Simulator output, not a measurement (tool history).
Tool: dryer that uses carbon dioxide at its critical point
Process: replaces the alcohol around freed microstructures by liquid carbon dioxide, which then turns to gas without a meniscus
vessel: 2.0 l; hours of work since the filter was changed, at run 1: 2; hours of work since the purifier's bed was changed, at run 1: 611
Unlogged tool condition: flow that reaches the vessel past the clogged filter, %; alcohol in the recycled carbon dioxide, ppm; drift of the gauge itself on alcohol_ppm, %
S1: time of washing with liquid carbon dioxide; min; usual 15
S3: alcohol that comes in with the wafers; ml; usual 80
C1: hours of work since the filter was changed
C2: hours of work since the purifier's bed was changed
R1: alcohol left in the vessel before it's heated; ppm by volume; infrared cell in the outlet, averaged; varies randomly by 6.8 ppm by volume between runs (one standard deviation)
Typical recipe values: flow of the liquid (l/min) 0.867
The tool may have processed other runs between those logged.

{"run": 1, "hour": 0.0, "S1": 15, "flow of the liquid (l/min)": 0.867, "S3": 80, "C1": 2, "C2": 611, "R1": 326}
{"run": 2, "hour": 25.2, "S1": 15, "flow of the liquid (l/min)": 0.867, "S3": 80, "C1": 14, "C2": 623, "R1": 341}
{"run": 3, "hour": 56.8, "S1": 15, "flow of the liquid (l/min)": 0.867, "S3": 80, "C1": 29, "C2": 638, "R1": 357}
{"run": 4, "hour": 91.1, "S1": 15, "flow of the liquid (l/min)": 0.867, "S3": 80, "C1": 45, "C2": 654, "R1": 371}
{"run": 5, "hour": 113.2, "S1": 15, "flow of the liquid (l/min)": 0.867, "S3": 93, "C1": 55, "C2": 664, "R1": 436}
{"run": 6, "hour": 133.1, "S1": 15, "flow of the liquid (l/min)": 0.867, "S3": 93, "C1": 64, "C2": 674, "R1": 458}
{"run": 7, "hour": 152.0, "S1": 15, "flow of the liquid (l/min)": 0.867, "S3": 93, "C1": 73, "C2": 682, "R1": 457}
{"run": 8, "hour": 171.7, "S1": 11, "flow of the liquid (l/min)": 0.867, "S3": 80, "C1": 82, "C2": 692, "R1": 1345}
{"run": 9, "hour": 206.0, "S1": 13, "flow of the liquid (l/min)": 0.529, "S3": 117, "C1": 98, "C2": 708, "R1": 5489}
{"run": 10, "hour": 228.3, "S1": 13, "flow of the liquid (l/min)": 0.529, "S3": 117, "C1": 109, "C2": 718, "R1": 5484}
{"run": 11, "hour": 255.5, "S1": 13, "flow of the liquid (l/min)": 0.529, "S3": 117, "C1": 122, "C2": 731, "R1": 5796}
{"run": 12, "hour": 274.8, "S1": 13, "flow of the liquid (l/min)": 0.529, "S3": 117, "C1": 131, "C2": 740, "R1": 5794}
{"run": 13, "hour": 308.9, "S1": 13, "flow of the liquid (l/min)": 0.529, "S3": 117, "C1": 146, "C2": 756, "R1": 5977}

Each run again, without the hidden state but with its own random variation kept:
run=1 R1=303
run=2 R1=307
run=3 R1=309
run=4 R1=306
run=5 R1=352
run=6 R1=362
run=7 R1=350
run=8 R1=1110
run=9 R1=4720
run=10 R1=4646
run=11 R1=4821
run=12 R1=4755
run=13 R1=4793
